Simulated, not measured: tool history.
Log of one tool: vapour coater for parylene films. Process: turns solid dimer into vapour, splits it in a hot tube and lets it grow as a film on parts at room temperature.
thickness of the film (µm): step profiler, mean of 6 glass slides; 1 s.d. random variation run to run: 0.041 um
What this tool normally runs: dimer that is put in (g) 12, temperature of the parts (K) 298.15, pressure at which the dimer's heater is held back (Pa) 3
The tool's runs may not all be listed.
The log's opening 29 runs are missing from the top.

run	hour	dimer that is put in (g)	temperature of the parts (K)	pressure at which the dimer's heater is held back (Pa)	thickness of the film (µm)
30	1880.5	5	308.15	5.42	1.24
31	1926.6	5	308.15	3.93	1.31
32	1969.4	16	299.15	4.82	4.76
33	2026.7	12	296.15	2.36	4.51
34	2089.4	12	296.15	2.36	4.51
35	2146.7	12	296.15	2.36	4.31
# hour 2176.3: trap's valve overhauled
36	2206.2	9	293.15	8.36	2.91
37	2273.4	12	291.15	7.92	3.95
38	2339.5	8	298.15	5.15	2.49
# hour 2369.3: table's thermometer calibrated
39	2411.5	8	298.15	5.15	2.56
40	2478.7	12	306.15	8.12	2.9
41	2548.1	12	306.15	8.12	2.79
42	2613.6	12	298.15	3.85	3.88
43	2651	12	294.15	8.22	3.54
# hour 2712.9: trap's valve overhauled
44	2715.5	18	305.15	10.39	4.37
45	2780.9	6	298.15	3	2.21
46	2868.3	18	298.15	3	6.55

Alternative continuations, all from the tool just after run 46; predict every row:
A	2932.8	12	309.15	3	?
B	2932.8	8	294.15	7.57	?
C	2932.8	10	298.15	11.76	?
D	2932.8	5	303.15	2.79	?
E	2932.8	8	293.15	4.11	?

run	thickness of the film (µm)
A	3.42
B	2.53
C	2.59
D	1.7
E	2.96
Without the tool's hidden state the same runs would have given:
run	thickness of the film (µm)
A	3.59
B	2.66
C	2.72
D	1.78
E	3.11
